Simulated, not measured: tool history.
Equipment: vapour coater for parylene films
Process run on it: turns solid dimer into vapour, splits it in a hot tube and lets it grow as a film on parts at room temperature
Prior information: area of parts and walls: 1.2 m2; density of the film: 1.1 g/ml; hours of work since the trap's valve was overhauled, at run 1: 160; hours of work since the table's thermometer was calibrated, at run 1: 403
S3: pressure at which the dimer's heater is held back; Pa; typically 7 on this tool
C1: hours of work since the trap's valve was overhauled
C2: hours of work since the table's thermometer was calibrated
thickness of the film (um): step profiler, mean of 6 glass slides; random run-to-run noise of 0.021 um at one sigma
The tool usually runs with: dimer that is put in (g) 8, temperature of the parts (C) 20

run 1 day=0 | dimer_that_is_put_in_(g)=8 temperature_of_the_parts_(C)=20 S3=7 | C1=160 C2=403 | thickness_of_the_film_(um)=3
run 2 day=0.692 | dimer_that_is_put_in_(g)=8 temperature_of_the_parts_(C)=20 S3=7 | C1=167 C2=411 | thickness_of_the_film_(um)=2.99
run 3 day=1.204 | dimer_that_is_put_in_(g)=8 temperature_of_the_parts_(C)=20 S3=7 | C1=173 C2=417 | thickness_of_the_film_(um)=3.02
run 4 day=1.821 | dimer_that_is_put_in_(g)=4 temperature_of_the_parts_(C)=20 S3=7 | C1=180 C2=424 | thickness_of_the_film_(um)=1.49
run 5 day=2.567 | dimer_that_is_put_in_(g)=8 temperature_of_the_parts_(C)=20 S3=7 | C1=189 C2=432 | thickness_of_the_film_(um)=2.98
run 6 day=3.196 | dimer_that_is_put_in_(g)=10 temperature_of_the_parts_(C)=20 S3=7 | C1=196 C2=439 | thickness_of_the_film_(um)=3.75
run 7 day=3.883 | dimer_that_is_put_in_(g)=10 temperature_of_the_parts_(C)=20 S3=7 | C1=203 C2=447 | thickness_of_the_film_(um)=3.76
run 8 day=4.433 | dimer_that_is_put_in_(g)=10 temperature_of_the_parts_(C)=20 S3=7 | C1=210 C2=453 | thickness_of_the_film_(um)=3.71
run 9 day=5.275 | dimer_that_is_put_in_(g)=10 temperature_of_the_parts_(C)=20 S3=7 | C1=219 C2=463 | thickness_of_the_film_(um)=3.73
run 10 day=5.85 | dimer_that_is_put_in_(g)=10 temperature_of_the_parts_(C)=13 S3=7 | C1=226 C2=469 | thickness_of_the_film_(um)=4.76
run 11 day=6.825 | dimer_that_is_put_in_(g)=10 temperature_of_the_parts_(C)=13 S3=7 | C1=237 C2=480 | thickness_of_the_film_(um)=4.74
run 12 day=7.821 | dimer_that_is_put_in_(g)=8 temperature_of_the_parts_(C)=20 S3=7 | C1=248 C2=492 | thickness_of_the_film_(um)=2.93
run 13 day=8.538 | dimer_that_is_put_in_(g)=8 temperature_of_the_parts_(C)=20 S3=7 | C1=256 C2=500 | thickness_of_the_film_(um)=2.91
run 14 day=9.017 | dimer_that_is_put_in_(g)=8 temperature_of_the_parts_(C)=20 S3=7 | C1=261 C2=505 | thickness_of_the_film_(um)=2.93
run 15 day=9.458 | dimer_that_is_put_in_(g)=8 temperature_of_the_parts_(C)=20 S3=7 | C1=266 C2=510 | thickness_of_the_film_(um)=2.89
run 16 day=9.892 | dimer_that_is_put_in_(g)=8 temperature_of_the_parts_(C)=20 S3=7 | C1=271 C2=515 | thickness_of_the_film_(um)=2.91
run 17 day=10.754 | dimer_that_is_put_in_(g)=8 temperature_of_the_parts_(C)=20 S3=7 | C1=281 C2=525 | thickness_of_the_film_(um)=2.87
run 18 day=11.317 | dimer_that_is_put_in_(g)=8 temperature_of_the_parts_(C)=20 S3=7 | C1=287 C2=531 | thickness_of_the_film_(um)=2.92
run 19 day=11.846 | dimer_that_is_put_in_(g)=8 temperature_of_the_parts_(C)=17 S3=7 | C1=293 C2=537 | thickness_of_the_film_(um)=3.22
run 20 day=12.562 | dimer_that_is_put_in_(g)=8 temperature_of_the_parts_(C)=20 S3=6.78 | C1=301 C2=545 | thickness_of_the_film_(um)=2.9
run 21 day=13.442 | dimer_that_is_put_in_(g)=8 temperature_of_the_parts_(C)=20 S3=6.78 | C1=311 C2=555 | thickness_of_the_film_(um)=2.88
run 22 day=13.954 | dimer_that_is_put_in_(g)=8 temperature_of_the_parts_(C)=20 S3=7 | C1=317 C2=561 | thickness_of_the_film_(um)=2.89
-- day=14.071 table's thermometer calibrated
run 23 day=14.696 | dimer_that_is_put_in_(g)=8 temperature_of_the_parts_(C)=20 S3=7 | C1=325 C2=7 | thickness_of_the_film_(um)=2.81
run 24 day=15.5 | dimer_that_is_put_in_(g)=13 temperature_of_the_parts_(C)=15 S3=9.83 | C1=334 C2=16 | thickness_of_the_film_(um)=5.41
run 25 day=16.3 | dimer_that_is_put_in_(g)=13 temperature_of_the_parts_(C)=15 S3=9.83 | C1=343 C2=25 | thickness_of_the_film_(um)=5.44
run 26 day=16.725 | dimer_that_is_put_in_(g)=13 temperature_of_the_parts_(C)=15 S3=9.83 | C1=348 C2=30 | thickness_of_the_film_(um)=5.35
-- day=17.442 table's thermometer calibrated, once more
run 27 day=17.638 | dimer_that_is_put_in_(g)=8 temperature_of_the_parts_(C)=16 S3=7.69 | C1=358 C2=2 | thickness_of_the_film_(um)=3.38
run 28 day=18.362 | dimer_that_is_put_in_(g)=8 temperature_of_the_parts_(C)=16 S3=7.69 | C1=366 C2=10 | thickness_of_the_film_(um)=3.38
run 29 day=18.833 | dimer_that_is_put_in_(g)=5 temperature_of_the_parts_(C)=14 S3=7.69 | C1=371 C2=16 | thickness_of_the_film_(um)=2.26
run 30 day=19.542 | dimer_that_is_put_in_(g)=5 temperature_of_the_parts_(C)=14 S3=7.69 | C1=379 C2=24 | thickness_of_the_film_(um)=2.23
run 31 day=20.308 | dimer_that_is_put_in_(g)=5 temperature_of_the_parts_(C)=14 S3=7.69 | C1=388 C2=32 | thickness_of_the_film_(um)=2.24
run 32 day=21.246 | dimer_that_is_put_in_(g)=5 temperature_of_the_parts_(C)=14 S3=7.69 | C1=399 C2=43 | thickness_of_the_film_(um)=2.25
run 33 day=22.192 | dimer_that_is_put_in_(g)=9 temperature_of_the_parts_(C)=18 S3=7.69 | C1=409 C2=54 | thickness_of_the_film_(um)=3.53
run 34 day=22.8 | dimer_that_is_put_in_(g)=9 temperature_of_the_parts_(C)=16 S3=7 | C1=416 C2=60 | thickness_of_the_film_(um)=3.76
run 35 day=23.492 | dimer_that_is_put_in_(g)=9 temperature_of_the_parts_(C)=16 S3=7 | C1=424 C2=68 | thickness_of_the_film_(um)=3.75
run 36 day=24.317 | dimer_that_is_put_in_(g)=9 temperature_of_the_parts_(C)=16 S3=7 | C1=433 C2=78 | thickness_of_the_film_(um)=3.72
run 37 day=25.3 | dimer_that_is_put_in_(g)=5 temperature_of_the_parts_(C)=26 S3=3.47 | C1=444 C2=89 | thickness_of_the_film_(um)=1.53
run 38 day=26 | dimer_that_is_put_in_(g)=7 temperature_of_the_parts_(C)=20 S3=7 | C1=452 C2=97 | thickness_of_the_film_(um)=2.51
run 39 day=26.612 | dimer_that_is_put_in_(g)=7 temperature_of_the_parts_(C)=20 S3=7 | C1=459 C2=104 | thickness_of_the_film_(um)=2.51
run 40 day=27.496 | dimer_that_is_put_in_(g)=7 temperature_of_the_parts_(C)=20 S3=7 | C1=469 C2=114 | thickness_of_the_film_(um)=2.46
run 41 day=28.396 | dimer_that_is_put_in_(g)=7 temperature_of_the_parts_(C)=19 S3=7 | C1=479 C2=124 | thickness_of_the_film_(um)=2.58
run 42 day=29.258 | dimer_that_is_put_in_(g)=5 temperature_of_the_parts_(C)=19 S3=5.94 | C1=489 C2=133 | thickness_of_the_film_(um)=1.86
run 43 day=30.054 | dimer_that_is_put_in_(g)=5 temperature_of_the_parts_(C)=18 S3=11.06 | C1=498 C2=142 | thickness_of_the_film_(um)=1.83
run 44 day=30.8 | dimer_that_is_put_in_(g)=3 temperature_of_the_parts_(C)=20 S3=3.96 | C1=507 C2=151 | thickness_of_the_film_(um)=1.09
run 45 day=31.292 | dimer_that_is_put_in_(g)=9 temperature_of_the_parts_(C)=24 S3=3.14 | C1=512 C2=156 | thickness_of_the_film_(um)=2.92
run 46 day=32.225 | dimer_that_is_put_in_(g)=4 temperature_of_the_parts_(C)=27 S3=3.14 | C1=523 C2=167 | thickness_of_the_film_(um)=1.17

Hidden state or all else? Some run-to-run changes of thickness of the film (um), split into what the settings, what came in and random variation would give without the hidden state, and what is left for the hidden state (with any gauge scatter that isn't in both results):
Unlogged tool condition in this case: vapour lost through the trap's worn valve, %; true temperature of the parts over the reading, C; drift of the gauge itself on film_um, %.
Run 23 -> 24: dimer that is put in (g) 8 -> 13, temperature of the parts (C) 20 -> 15, S3 7 -> 9.83. thickness of the film (um) +2.6: hidden state -0.32, all else +2.92.
Run 26 -> 27: dimer that is put in (g) 13 -> 8, temperature of the parts (C) 15 -> 16, S3 9.83 -> 7.69, table's thermometer calibrated, once more. thickness of the film (um) -1.97: hidden state +0.36, all else -2.33.
Run 36 -> 37: dimer that is put in (g) 9 -> 5, temperature of the parts (C) 16 -> 26, S3 7 -> 3.47. thickness of the film (um) -2.19: hidden state +0.22, all else -2.41.

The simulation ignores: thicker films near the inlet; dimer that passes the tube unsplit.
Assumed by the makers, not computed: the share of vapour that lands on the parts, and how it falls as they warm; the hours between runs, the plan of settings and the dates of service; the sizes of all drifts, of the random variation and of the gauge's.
